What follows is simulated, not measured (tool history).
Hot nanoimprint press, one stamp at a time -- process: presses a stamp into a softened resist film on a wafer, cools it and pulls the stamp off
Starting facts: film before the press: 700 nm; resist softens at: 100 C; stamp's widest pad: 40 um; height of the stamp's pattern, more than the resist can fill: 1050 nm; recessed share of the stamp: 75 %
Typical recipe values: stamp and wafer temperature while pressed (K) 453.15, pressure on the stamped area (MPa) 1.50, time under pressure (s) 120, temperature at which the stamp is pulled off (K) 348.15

run	day	stamp and wafer temperature while pressed (K)	pressure on the stamped area (MPa)	time under pressure (s)	temperature at which the stamp is pulled off (K)	resist left under the stamp's widest pad (angstrom)	greatest force while the stamp is pulled off (N)
1	0.000	453.15	1.50	120	348.15	3219	128
2	0.488	453.15	1.50	120	348.15	3196	126
3	0.733	453.15	1.50	120	348.15	3198	128
4	1.046	453.15	1.50	138	348.15	3009	135
5	1.396	453.15	1.50	138	348.15	3031	131
6	1.833	453.15	1.50	138	348.15	3035	132
7	2.179	453.15	1.50	138	348.15	3032	134
8	2.729	453.15	1.50	138	348.15	3032	138
9	3.096	453.15	1.51	120	348.15	3193	139
10	3.633	459.15	1.50	120	348.15	2557	140
11	3.896	459.15	1.50	120	348.15	2586	139
# day 4.158: plate thermocouple calibrated
12	4.471	459.15	1.50	120	348.15	2712	148
13	4.842	453.15	1.50	120	348.15	3358	146
14	5.104	455.15	2.14	120	333.15	2654	171
15	5.500	453.15	1.89	120	348.15	3017	146
16	5.783	452.15	1.32	63	345.15	4515	156
17	6.275	445.15	2.06	75	337.15	4485	170
18	6.538	455.15	1.01	75	337.15	4241	171
19	7.000	454.15	1.01	116	337.15	3772	177
20	7.262	460.15	1.27	159	337.15	2506	170
21	7.600	460.15	1.27	159	337.15	2490	176
22	8.133	460.15	1.27	159	337.15	2444	177
23	8.392	460.15	1.27	159	337.15	2464	174
24	8.896	450.15	1.90	137	347.15	3204	162
25	9.317	453.15	1.58	232	349.15	2466	154
26	9.575	453.15	1.58	232	349.15	2464	158

How would selected steps in resist left under the stamp's widest pad (angstrom) from run to run divide? Give the signed amount a tool lacking its hidden state would still show from settings, what came in and random variation, and the signed amount left for the hidden state, including any gauge scatter that is not in both of the compared results.
Hidden conditions of the tool in this case: true temperature over the reading, C; pressure that arrives at the usual setting, %; grip of the stamp's worn release coat, % over a new coat's; drift of the gauge itself on residual_nm, %; drift of the gauge itself on pull_off_n, %.
Run 9 -> 10: stamp and wafer temperature while pressed (K) 453.15 -> 459.15, pressure on the stamped area (MPa) 1.51 -> 1.50. resist left under the stamp's widest pad (angstrom) -636: hidden state +26, all else -662.
Run 11 -> 12: plate thermocouple calibrated. resist left under the stamp's widest pad (angstrom) +126: hidden state +117, all else +9.
Run 15 -> 16: stamp and wafer temperature while pressed (K) 453.15 -> 452.15, pressure on the stamped area (MPa) 1.89 -> 1.32, time under pressure (s) 120 -> 63, temperature at which the stamp is pulled off (K) 348.15 -> 345.15. resist left under the stamp's widest pad (angstrom) +1498: hidden state -13, all else +1511.
Run 19 -> 20: stamp and wafer temperature while pressed (K) 454.15 -> 460.15, pressure on the stamped area (MPa) 1.01 -> 1.27, time under pressure (s) 116 -> 159. resist left under the stamp's widest pad (angstrom) -1266: hidden state +12, all else -1278.
